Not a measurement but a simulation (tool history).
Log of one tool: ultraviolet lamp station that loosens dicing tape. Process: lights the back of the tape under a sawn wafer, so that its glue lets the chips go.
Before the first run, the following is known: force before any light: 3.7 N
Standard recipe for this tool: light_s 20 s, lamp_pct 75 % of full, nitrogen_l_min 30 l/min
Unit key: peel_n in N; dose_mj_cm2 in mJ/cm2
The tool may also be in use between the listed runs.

Run 1, day 0: usual settings. Result: peel_n 0.481 N, dose_mj_cm2 300 mJ/cm2.
Run 2, day 1.288: usual settings. Result: peel_n 0.497 N, dose_mj_cm2 300 mJ/cm2.
Run 3, day 4.392: usual settings but nitrogen_l_min 44 l/min. Result: peel_n 0.381 N, dose_mj_cm2 295 mJ/cm2.
At day 5.125: window cleaned of glue's vapour.
Run 4, day 6.633: usual settings but nitrogen_l_min 44 l/min. Result: peel_n 0.459 N, dose_mj_cm2 279 mJ/cm2.
Run 5, day 9.525: usual settings but nitrogen_l_min 44 l/min. Result: peel_n 0.438 N, dose_mj_cm2 275 mJ/cm2.
At day 10.771: window cleaned of glue's vapour, once more.
Run 6, day 11.788: usual settings but nitrogen_l_min 44 l/min. Result: peel_n 0.351 N, dose_mj_cm2 328 mJ/cm2.
Run 7, day 14.325: usual settings but nitrogen_l_min 44 l/min. Result: peel_n 0.343 N, dose_mj_cm2 321 mJ/cm2.
Run 8, day 16.575: usual settings but lamp_pct 91 % of full. Result: peel_n 0.31 N, dose_mj_cm2 393 mJ/cm2.
Run 9, day 18.342: usual settings but lamp_pct 91 % of full. Result: peel_n 0.312 N, dose_mj_cm2 382 mJ/cm2.
Run 10, day 20.271: usual settings but lamp_pct 91 % of full. Result: peel_n 0.314 N, dose_mj_cm2 379 mJ/cm2.
Run 11, day 22.546: usual settings but light_s 12 s, lamp_pct 88 % of full, nitrogen_l_min 52 l/min. Result: peel_n 0.645 N, dose_mj_cm2 217 mJ/cm2.
Run 12, day 25.575: usual settings but light_s 11 s, lamp_pct 83 % of full. Result: peel_n 1.033 N, dose_mj_cm2 187 mJ/cm2.

Run 13, settings as shown, results not yet in. Your forecast:
Run 13, day 27.742: usual settings but lamp_pct 81 % of full, nitrogen_l_min 58 l/min. Result: peel_n ?, dose_mj_cm2 ?.

Run 13 gave peel_n 0.268 N, dose_mj_cm2 326 mJ/cm2.
Had the tool carried no hidden state, the very same run would have given peel_n 0.13 N, dose_mj_cm2 471 mJ/cm2.
